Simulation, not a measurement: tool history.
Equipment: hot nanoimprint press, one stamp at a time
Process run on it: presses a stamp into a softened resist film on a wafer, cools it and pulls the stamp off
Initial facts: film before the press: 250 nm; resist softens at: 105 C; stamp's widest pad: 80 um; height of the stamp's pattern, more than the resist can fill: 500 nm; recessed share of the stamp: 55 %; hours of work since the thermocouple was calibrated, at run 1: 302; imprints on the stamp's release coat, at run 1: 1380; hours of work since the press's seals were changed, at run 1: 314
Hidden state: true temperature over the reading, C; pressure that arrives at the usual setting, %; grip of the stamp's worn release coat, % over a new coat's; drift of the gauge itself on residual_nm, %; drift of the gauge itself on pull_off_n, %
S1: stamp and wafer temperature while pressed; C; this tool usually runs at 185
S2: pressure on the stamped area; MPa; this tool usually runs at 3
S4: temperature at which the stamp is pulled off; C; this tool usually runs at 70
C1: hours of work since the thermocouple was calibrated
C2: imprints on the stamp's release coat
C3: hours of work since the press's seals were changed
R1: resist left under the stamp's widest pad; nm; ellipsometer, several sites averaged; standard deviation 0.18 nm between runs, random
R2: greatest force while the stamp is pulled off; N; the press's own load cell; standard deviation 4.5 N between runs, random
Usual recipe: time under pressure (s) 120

Run 1, hour 0: usual settings; C1 302; C2 1380; C3 314. Result: R1 90.9 nm, R2 219 N.
Run 2, hour 8.2: usual settings; C1 308; C2 1415; C3 320. Result: R1 91.1 nm, R2 225 N.
Run 3, hour 20.6: usual settings; C1 317; C2 1469; C3 329. Result: R1 91 nm, R2 222 N.
Run 4, hour 33.1: usual settings; C1 327; C2 1522; C3 338. Result: R1 90.7 nm, R2 223 N.
Run 5, hour 43.6: usual settings but S1 186 C; C1 334; C2 1567; C3 346. Result: R1 88 nm, R2 214 N.
Run 6, hour 59.6: usual settings; C1 346; C2 1636; C3 358. Result: R1 90.8 nm, R2 221 N.
Run 7, hour 67: usual settings; C1 352; C2 1668; C3 363. Result: R1 91.1 nm, R2 222 N.
Run 8, hour 84.7: usual settings; C1 365; C2 1744; C3 376. Result: R1 91.1 nm, R2 218 N.
At hour 96.1: plate thermocouple calibrated.
Run 9, hour 103.8: usual settings; C1 6; C2 1813; C3 388. Result: R1 91.1 nm, R2 224 N.
Run 10, hour 115.7: usual settings; C1 14; C2 1864; C3 397. Result: R1 90.6 nm, R2 234 N.
Run 11, hour 133.3: usual settings; C1 27; C2 1939; C3 410. Result: R1 90.7 nm, R2 224 N.
Run 12, hour 148.6: usual settings but S4 76 C; C1 39; C2 2005; C3 421. Result: R1 90.9 nm, R2 216 N.
Run 13, hour 156.2: usual settings but S4 76 C; C1 44; C2 2038; C3 427. Result: R1 90.9 nm, R2 204 N.
Run 14, hour 174: usual settings but S4 76 C; C1 57; C2 2114; C3 440. Result: R1 90.8 nm, R2 212 N.
Run 15, hour 189.2: usual settings but S4 67 C; C1 69; C2 2179; C3 451. Result: R1 90.4 nm, R2 234 N.
At hour 211.6: stamp cleaned and given a new release coat.
Run 16, hour 211.6: usual settings but S4 67 C; C1 81; C2 0; C3 464. Result: R1 91 nm, R2 235 N.
Run 17, hour 222.2: usual settings but S2 4.47 MPa; C1 89; C2 45; C3 471. Result: R1 75.4 nm, R2 229 N.
Run 18, hour 237.5: usual settings but S2 2.17 MPa; C1 100; C2 111; C3 483. Result: R1 105.1 nm, R2 217 N.
Run 19, hour 254.3: usual settings but S2 2.17 MPa; C1 112; C2 183; C3 495. Result: R1 104.9 nm, R2 221 N.
Run 20, hour 263.9: usual settings but S1 190 C, S2 2.17 MPa, time under pressure (s) 208, S4 59 C; C1 119; C2 224; C3 502. Result: R1 72.4 nm, R2 243 N.
Run 21, hour 273.7: usual settings but S1 190 C, S2 2.17 MPa, time under pressure (s) 208, S4 59 C; C1 127; C2 267; C3 509. Result: R1 72.5 nm, R2 242 N.
Run 22, hour 285.2: usual settings but S1 190 C, S2 2.17 MPa, time under pressure (s) 208, S4 59 C; C1 135; C2 316; C3 518. Result: R1 72.7 nm, R2 239 N.
Run 23, hour 299: usual settings but S1 190 C, S2 2.17 MPa, time under pressure (s) 208, S4 59 C; C1 145; C2 375; C3 528. Result: R1 72.3 nm, R2 243 N.
Run 24, hour 307.5: usual settings but S1 190 C, S2 2.08 MPa, time under pressure (s) 195, S4 74 C; C1 152; C2 412; C3 534. Result: R1 76.1 nm, R2 220 N.
Run 25, hour 315.4: usual settings but S1 190 C, S2 4.33 MPa, time under pressure (s) 195, S4 62 C; C1 158; C2 446; C3 540. Result: R1 53.2 nm, R2 230 N.
Run 26, hour 324.7: usual settings but S4 67 C; C1 164; C2 486; C3 547. Result: R1 90.8 nm, R2 231 N.
Run 27, hour 336.8: usual settings but S2 1.96 MPa; C1 173; C2 537; C3 556. Result: R1 109.8 nm, R2 225 N.

5 options for the next run, each taken on its own from the tool as it stands now. Forecast them:
Run A, hour 348.1: usual settings but S2 3.64 MPa, time under pressure (s) 113; C1 182; C2 586; C3 564. Result: R1 ?, R2 ?.
Run B, hour 348.1: usual settings but S1 187 C, S2 3.98 MPa, time under pressure (s) 96; C1 182; C2 586; C3 564. Result: R1 ?, R2 ?.
Run C, hour 348.1: usual settings but S2 1.96 MPa, time under pressure (s) 159, S4 69 C; C1 182; C2 586; C3 564. Result: R1 ?, R2 ?.
Run D, hour 348.1: usual settings but S4 68 C; C1 182; C2 586; C3 564. Result: R1 ?, R2 ?.
Run E, hour 348.1: usual settings but S2 3.52 MPa, time under pressure (s) 130, S4 61 C; C1 182; C2 586; C3 564. Result: R1 ?, R2 ?.

run    R1   R2
  A  85.3  229
  B  83.4  215
  C  97.8  232
  D    91  222
  E  81.4  234
The same runs, with their run-to-run variation unchanged, on a tool lacking any hidden condition would have given:
run    R1   R2
  A  85.3  228
  B  83.3  214
  C  97.8  231
  D    91  221
  E  81.4  233

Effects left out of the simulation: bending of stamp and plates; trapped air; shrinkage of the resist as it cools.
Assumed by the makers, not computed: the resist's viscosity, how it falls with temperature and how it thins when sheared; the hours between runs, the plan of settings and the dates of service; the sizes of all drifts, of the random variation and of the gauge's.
